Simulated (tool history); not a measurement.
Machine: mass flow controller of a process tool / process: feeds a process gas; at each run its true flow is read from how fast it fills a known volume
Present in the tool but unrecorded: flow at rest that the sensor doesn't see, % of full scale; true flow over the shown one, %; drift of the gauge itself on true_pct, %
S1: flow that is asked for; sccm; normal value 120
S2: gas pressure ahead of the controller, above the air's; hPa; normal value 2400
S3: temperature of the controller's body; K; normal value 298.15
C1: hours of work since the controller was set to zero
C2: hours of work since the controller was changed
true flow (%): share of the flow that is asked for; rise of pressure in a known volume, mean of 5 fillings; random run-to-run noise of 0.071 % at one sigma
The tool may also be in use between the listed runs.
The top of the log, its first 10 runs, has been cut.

Run 11, hour 833.6: usual settings but S1 25 sccm; C1 514; C2 514. Result: true flow (%) 98.99.
Run 12, hour 925.7: usual settings but S1 25 sccm; C1 549; C2 549. Result: true flow (%) 98.94.
Run 13, hour 1018.3: usual settings but S1 25 sccm; C1 584; C2 584. Result: true flow (%) 98.96.
Run 14, hour 1140.6: usual settings but S1 25 sccm; C1 631; C2 631. Result: true flow (%) 98.95.
Run 15, hour 1259.3: usual settings but S2 1560 hPa; C1 676; C2 676. Result: true flow (%) 99.5.
Run 16, hour 1380.8: usual settings but S2 1560 hPa; C1 723; C2 723. Result: true flow (%) 99.32.
Run 17, hour 1488: usual settings but S2 1560 hPa; C1 763; C2 763. Result: true flow (%) 99.41.
Run 18, hour 1581.4: usual settings but S2 1560 hPa; C1 799; C2 799. Result: true flow (%) 99.46.
Run 19, hour 1635.3: usual settings but S2 1560 hPa; C1 820; C2 820. Result: true flow (%) 99.41.
Run 20, hour 1738.8: usual settings but S1 52 sccm; C1 859; C2 859. Result: true flow (%) 99.14.
Run 21, hour 1812.9: usual settings but S1 52 sccm; C1 887; C2 887. Result: true flow (%) 99.29.
Run 22, hour 1936.1: usual settings but S1 52 sccm; C1 934; C2 934. Result: true flow (%) 99.22.
Run 23, hour 2033.9: usual settings but S1 177 sccm, S2 1530 hPa, S3 297.15 K; C1 972; C2 972. Result: true flow (%) 99.81.
Run 24, hour 2101.1: usual settings but S2 1950 hPa, S3 296.15 K; C1 997; C2 997. Result: true flow (%) 99.37.
Run 25, hour 2206.7: usual settings but S1 33 sccm, S2 2780 hPa, S3 296.15 K; C1 1038; C2 1038. Result: true flow (%) 99.
Run 26, hour 2307: usual settings but S1 23 sccm, S2 2330 hPa, S3 297.15 K; C1 1076; C2 1076. Result: true flow (%) 99.06.

Predict the results of run 27:
Run 27, hour 2374: usual settings but S1 23 sccm, S2 2330 hPa, S3 297.15 K; C1 1102; C2 1102. Result: true flow (%) ?.

true flow (%): 98.95
With no hidden state in the tool, this same run would have given true flow (%) 98.95.

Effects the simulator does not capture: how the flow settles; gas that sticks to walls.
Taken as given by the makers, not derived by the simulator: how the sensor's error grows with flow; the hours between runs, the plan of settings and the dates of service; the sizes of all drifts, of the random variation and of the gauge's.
